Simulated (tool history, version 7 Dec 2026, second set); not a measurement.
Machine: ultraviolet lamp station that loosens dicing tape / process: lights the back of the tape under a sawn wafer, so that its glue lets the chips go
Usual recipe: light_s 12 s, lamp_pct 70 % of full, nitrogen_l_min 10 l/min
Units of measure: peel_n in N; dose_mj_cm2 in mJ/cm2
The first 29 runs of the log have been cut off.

run,hour,light_s,lamp_pct,nitrogen_l_min,peel_n,dose_mj_cm2
30,928.4,12,70,11,0.54,261
31,974.5,12,65,3,1.691,237
32,1008.2,7,70,4,2.45,151
33,1030,8,70,6,1.809,167
34,1056.6,8,70,6,1.781,168
35,1090.7,12,62,6,1.205,223
36,1121.9,12,70,11,0.6,251
37,1159.3,20,71,10,0.238,419
38,1180.7,7,70,14,1.348,143
39,1212.4,7,70,10,1.751,142

3 ways to go on from here, each from the tool as it stands after run 39. What would each give?
A,1245.2,6,85,16,?,?
B,1245.2,7,64,10,?,?
C,1245.2,23,70,11,?,?

run,peel_n,dose_mj_cm2
A,1.199,146
B,1.931,126
C,0.182,464
The same runs, with their run-to-run variation unchanged, on a tool lacking any hidden condition would have given:
run,peel_n,dose_mj_cm2
A,0.553,222
B,1.033,191
C,0.139,701
